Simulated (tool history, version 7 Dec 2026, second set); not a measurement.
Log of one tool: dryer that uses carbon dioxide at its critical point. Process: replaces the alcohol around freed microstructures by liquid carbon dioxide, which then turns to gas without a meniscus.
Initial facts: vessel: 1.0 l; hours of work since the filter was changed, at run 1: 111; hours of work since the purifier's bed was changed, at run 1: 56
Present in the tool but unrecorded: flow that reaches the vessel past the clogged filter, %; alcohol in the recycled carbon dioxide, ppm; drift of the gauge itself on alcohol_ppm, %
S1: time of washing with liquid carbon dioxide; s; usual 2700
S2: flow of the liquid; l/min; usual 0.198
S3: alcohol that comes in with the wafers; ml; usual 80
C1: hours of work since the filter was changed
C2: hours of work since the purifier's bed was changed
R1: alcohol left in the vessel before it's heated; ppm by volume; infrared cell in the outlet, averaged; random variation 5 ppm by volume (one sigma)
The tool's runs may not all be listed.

run	day	S1	S2	S3	C1	C2	R1
1	0	2700	0.198	80	111	56	49
2	1	2700	0.198	80	126	72	72
3	2.138	2700	0.198	80	143	89	93
4	3.029	2700	0.198	80	157	103	93
5	3.738	2700	0.24	80	168	114	58
# day 4.967: inlet filter changed
6	5.054	2700	0.24	80	1	133	56
7	5.858	2340	0.198	80	14	145	105
8	6.962	2340	0.198	80	31	162	116
9	7.654	1800	0.198	80	41	173	417
10	8.817	1800	0.198	80	59	191	467
11	9.65	2700	0.198	80	72	203	98
12	10.279	2700	0.198	80	81	213	110
13	11.238	2700	0.198	80	96	228	118
14	12.288	2700	0.198	80	112	244	137
15	13.508	2700	0.198	80	131	263	133
16	14.712	2700	0.198	80	149	281	145
17	15.812	2700	0.316	80	166	298	108
18	16.733	2400	0.198	80	180	312	238
# day 17.179: inlet filter changed
19	17.496	2400	0.198	80	5	323	147
20	18.746	2400	0.198	80	24	342	163
21	19.383	2700	0.198	80	34	352	143
22	20.612	3480	0.198	80	53	371	121
23	21.608	2700	0.159	80	68	386	280
24	22.875	2700	0.159	80	87	405	302
25	23.858	1800	0.254	109	102	420	269
26	25.125	2040	0.254	34	122	440	165
27	25.696	2040	0.254	34	130	448	170
28	26.642	2040	0.158	22	145	463	426
29	27.492	2040	0.158	22	158	476	452
30	28.717	1800	0.328	80	176	495	187
# day 29.383: inlet filter changed
31	29.712	1800	0.328	80	5	509	177
32	30.554	2700	0.248	43	18	522	172
33	31.8	2880	0.153	43	37	541	223
34	33.079	2700	0.127	80	56	561	709
35	33.767	2700	0.127	80	67	571	761
36	35.058	2700	0.127	80	87	591	820
37	36.279	2700	0.171	49	105	610	275
# day 36.992: purifier's bed changed
38	37.229	3000	0.171	27	118	4	35
39	38.029	4200	0.302	80	130	16	8
40	38.692	4260	0.128	68	140	26	63
41	39.779	2220	0.135	80	157	43	1509
42	40.508	2100	0.334	73	168	54	30
43	41.062	2340	0.173	23	177	62	129
# day 41.725: inlet filter changed
44	41.933	2340	0.173	23	3	75	74
45	43.15	3300	0.143	25	22	94	61
46	43.917	1920	0.233	100	33	105	134
47	44.517	1680	0.233	35	43	114	122

Selected run-to-run steps in R1, each split into two signed amounts: the part the tool would show with no hidden state at all (from settings, incoming material and random variation), and the remainder, which goes to the hidden state together with any gauge scatter not common to the measured and the hidden-state-free results:
Run 36 -> 37: S2 0.127 -> 0.171, S3 80 -> 49. R1 -545 ppm by volume: hidden state -165, all else -380.
Run 37 -> 38: S1 2700 -> 3000, S3 49 -> 27, purifier's bed changed. R1 -240 ppm by volume: hidden state -219, all else -21.
Run 40 -> 41: S1 4260 -> 2220, S2 0.128 -> 0.135, S3 68 -> 80. R1 +1446 ppm by volume: hidden state +666, all else +780.
Run 41 -> 42: S1 2220 -> 2100, S2 0.135 -> 0.334, S3 80 -> 73. R1 -1479 ppm by volume: hidden state -681, all else -798.

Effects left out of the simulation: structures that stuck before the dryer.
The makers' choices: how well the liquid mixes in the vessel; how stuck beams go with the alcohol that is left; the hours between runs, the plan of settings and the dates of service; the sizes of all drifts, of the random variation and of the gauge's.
